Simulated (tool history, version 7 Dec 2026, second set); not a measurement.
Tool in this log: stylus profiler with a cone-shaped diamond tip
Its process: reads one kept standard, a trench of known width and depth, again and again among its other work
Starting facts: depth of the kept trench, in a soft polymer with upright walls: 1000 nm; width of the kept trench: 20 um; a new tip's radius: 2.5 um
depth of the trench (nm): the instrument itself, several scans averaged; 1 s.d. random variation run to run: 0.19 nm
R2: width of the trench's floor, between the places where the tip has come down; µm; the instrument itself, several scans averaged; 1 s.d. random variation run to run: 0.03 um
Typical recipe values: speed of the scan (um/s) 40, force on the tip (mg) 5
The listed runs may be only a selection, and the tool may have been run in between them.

{"run": 1, "hour": 0.0, "speed of the scan (um/s)": 40, "force on the tip (mg)": 5, "depth of the trench (nm)": 1010.26, "R2": 14.67}
{"run": 2, "hour": 36.1, "speed of the scan (um/s)": 40, "force on the tip (mg)": 5, "depth of the trench (nm)": 1010.44, "R2": 14.68}
{"run": 3, "hour": 54.3, "speed of the scan (um/s)": 40, "force on the tip (mg)": 5, "depth of the trench (nm)": 1010.1, "R2": 14.48}
{"run": 4, "hour": 79.9, "speed of the scan (um/s)": 136, "force on the tip (mg)": 5, "depth of the trench (nm)": 1010.35, "R2": 14.04}
{"run": 5, "hour": 125.3, "speed of the scan (um/s)": 136, "force on the tip (mg)": 5, "depth of the trench (nm)": 1010.85, "R2": 13.95}
{"run": 6, "hour": 155.5, "speed of the scan (um/s)": 136, "force on the tip (mg)": 5, "depth of the trench (nm)": 1010.57, "R2": 13.9}
{"run": 7, "hour": 178.6, "speed of the scan (um/s)": 73, "force on the tip (mg)": 5, "depth of the trench (nm)": 1010.87, "R2": 14.1}
{"run": 8, "hour": 213.0, "speed of the scan (um/s)": 73, "force on the tip (mg)": 5, "depth of the trench (nm)": 1010.52, "R2": 14.04}
{"run": 9, "hour": 254.3, "speed of the scan (um/s)": 40, "force on the tip (mg)": 12.18, "depth of the trench (nm)": 1018.59, "R2": 14.11}
{"run": 10, "hour": 299.2, "speed of the scan (um/s)": 40, "force on the tip (mg)": 12.18, "depth of the trench (nm)": 1018.85, "R2": 14.02}
{"run": 11, "hour": 342.7, "speed of the scan (um/s)": 37, "force on the tip (mg)": 5, "depth of the trench (nm)": 1010.71, "R2": 13.89}
{"run": 12, "hour": 375.3, "speed of the scan (um/s)": 40, "force on the tip (mg)": 5.03, "depth of the trench (nm)": 1010.98, "R2": 13.81}

Run 13 has not been measured yet. What should we expect?
{"run": 13, "hour": 403.8, "speed of the scan (um/s)": 40, "force on the tip (mg)": 5.03, "depth of the trench (nm)": "?", "R2": "?"}

{"run 13": {"depth of the trench (nm)": 1011.16, "R2": 13.73}}
The same run, on a tool lacking any hidden state, would have yielded depth of the trench (nm) 1009.74, R2 15.81 µm.
